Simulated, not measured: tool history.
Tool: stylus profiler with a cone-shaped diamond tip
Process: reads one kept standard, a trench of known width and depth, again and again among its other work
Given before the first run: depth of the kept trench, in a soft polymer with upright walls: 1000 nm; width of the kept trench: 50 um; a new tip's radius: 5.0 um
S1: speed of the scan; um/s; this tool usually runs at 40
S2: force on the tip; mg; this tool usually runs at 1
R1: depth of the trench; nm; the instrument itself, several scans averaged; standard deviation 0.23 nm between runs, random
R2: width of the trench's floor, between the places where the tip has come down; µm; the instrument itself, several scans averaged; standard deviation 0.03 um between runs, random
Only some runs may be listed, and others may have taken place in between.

run   hour  S1    S2       R1     R2
  1      0  40     1  1011.58  42.51
  2   14.7  88     1  1011.81  42.37
  3   38.9  88     1  1011.57  42.27
  4   59.1  40  0.37  1007.49  42.32
  5   86.5  40  0.37  1007.45  42.27
  6  102.4  40  0.37  1007.66  42.29
  7    124  40  0.37  1007.65  42.21
  8  140.7  40  0.37   1007.9  42.23
  9  155.8  40  1.41  1014.47  42.34
 10  172.6  40  1.41  1014.44  42.36
 11    191  40  1.41  1014.88   42.3
     193.4  -- height scale calibrated on a step standard
 12  216.6  40  1.41  1016.48  42.26
 13  237.3  15  2.65  1022.41  42.38
 14  250.9  50  0.92  1013.29  42.19
 15  276.4  18  1.12  1015.01  42.29
     282.7  -- height scale calibrated on a step standard, once more
 16  292.3  14  1.56  1011.84  42.33
 17  308.7  14  1.56  1011.72  42.27

What will run 18 give?
 18  335.6  122  1.17   ?   ?

For run 18 the tool returned R1 1009.78 nm, R2 41.89 µm.
If the tool had no hidden condition, the same run with the same run-to-run variation would have returned R1 1009.88 nm, R2 43.6 µm.

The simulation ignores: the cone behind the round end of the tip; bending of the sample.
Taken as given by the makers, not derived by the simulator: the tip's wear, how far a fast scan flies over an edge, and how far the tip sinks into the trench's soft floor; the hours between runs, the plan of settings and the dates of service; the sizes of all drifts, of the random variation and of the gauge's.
